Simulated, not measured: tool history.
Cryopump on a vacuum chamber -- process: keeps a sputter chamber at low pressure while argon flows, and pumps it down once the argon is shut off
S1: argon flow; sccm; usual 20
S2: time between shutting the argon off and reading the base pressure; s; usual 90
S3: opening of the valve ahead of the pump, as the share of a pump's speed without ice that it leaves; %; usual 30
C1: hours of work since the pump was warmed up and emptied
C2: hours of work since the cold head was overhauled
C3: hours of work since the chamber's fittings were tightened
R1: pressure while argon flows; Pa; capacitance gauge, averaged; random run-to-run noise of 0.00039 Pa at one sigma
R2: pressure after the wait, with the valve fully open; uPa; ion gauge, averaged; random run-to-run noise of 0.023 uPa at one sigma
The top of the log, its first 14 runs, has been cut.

run 15 hour=193.1 | S1=25 S2=90 S3=30 | C1=231 C2=231 C3=161 | R1=0.0917 R2=1.06
run 16 hour=211.7 | S1=25 S2=90 S3=30 | C1=239 C2=239 C3=169 | R1=0.0919 R2=1.02
run 17 hour=228.4 | S1=25 S2=90 S3=30 | C1=246 C2=246 C3=177 | R1=0.0917 R2=1.02
run 18 hour=240.6 | S1=11 S2=77 S3=30 | C1=252 C2=252 C3=182 | R1=0.0404 R2=1.18
run 19 hour=260.7 | S1=20 S2=129 S3=30 | C1=261 C2=261 C3=191 | R1=0.0736 R2=0.93
run 20 hour=276.2 | S1=14 S2=220 S3=30 | C1=267 C2=267 C3=198 | R1=0.0518 R2=0.74
run 21 hour=287.5 | S1=14 S2=220 S3=30 | C1=272 C2=272 C3=203 | R1=0.0506 R2=0.77
run 22 hour=306.5 | S1=16 S2=89 S3=55 | C1=281 C2=281 C3=211 | R1=0.0324 R2=1.09
run 23 hour=320.0 | S1=10 S2=68 S3=23 | C1=287 C2=287 C3=217 | R1=0.0479 R2=1.26
run 24 hour=338.5 | S1=8 S2=105 S3=30 | C1=295 C2=295 C3=225 | R1=0.0297 R2=1.10
run 25 hour=348.4 | S1=24 S2=277 S3=30 | C1=299 C2=299 C3=230 | R1=0.0884 R2=0.75
run 26 hour=360.0 | S1=11 S2=232 S3=41 | C1=305 C2=305 C3=235 | R1=0.0300 R2=0.78
run 27 hour=381.3 | S1=19 S2=232 S3=21 | C1=314 C2=314 C3=244 | R1=0.0995 R2=0.78
run 28 hour=398.6 | S1=27 S2=98 S3=34 | C1=322 C2=322 C3=252 | R1=0.0879 R2=1.12
run 29 hour=414.8 | S1=20 S2=217 S3=30 | C1=329 C2=329 C3=259 | R1=0.0732 R2=0.82
run 30 hour=427.9 | S1=26 S2=71 S3=30 | C1=335 C2=335 C3=265 | R1=0.0952 R2=1.36
run 31 hour=449.3 | S1=20 S2=132 S3=60 | C1=344 C2=344 C3=275 | R1=0.0375 R2=1.02
run 32 hour=458.6 | S1=29 S2=90 S3=18 | C1=348 C2=348 C3=279 | R1=0.1769 R2=1.21
run 33 hour=469.9 | S1=29 S2=90 S3=18 | C1=353 C2=353 C3=284 | R1=0.1761 R2=1.24
run 34 hour=488.7 | S1=20 S2=90 S3=17 | C1=362 C2=362 C3=292 | R1=0.1285 R2=1.19

Below are 4 alternative next runs, each starting from the tool's condition after run 34. Predict each:
run A hour=505.8 | S1=25 S2=69 S3=30 | C1=369 C2=369 C3=300 | R1=? R2=?
run B hour=505.8 | S1=20 S2=87 S3=17 | C1=369 C2=369 C3=300 | R1=? R2=?
run C hour=505.8 | S1=19 S2=121 S3=17 | C1=369 C2=369 C3=300 | R1=? R2=?
run D hour=505.8 | S1=22 S2=155 S3=34 | C1=369 C2=369 C3=300 | R1=? R2=?

run=A R1=0.0914 R2=1.45
run=B R1=0.1287 R2=1.25
run=C R1=0.1221 R2=1.04
run=D R1=0.0713 R2=1.02
Had the tool no hidden state, the same runs would have come out as:
run=A R1=0.0898 R2=1.01
run=B R1=0.1274 R2=0.82
run=C R1=0.1208 R2=0.60
run=D R1=0.0699 R2=0.58

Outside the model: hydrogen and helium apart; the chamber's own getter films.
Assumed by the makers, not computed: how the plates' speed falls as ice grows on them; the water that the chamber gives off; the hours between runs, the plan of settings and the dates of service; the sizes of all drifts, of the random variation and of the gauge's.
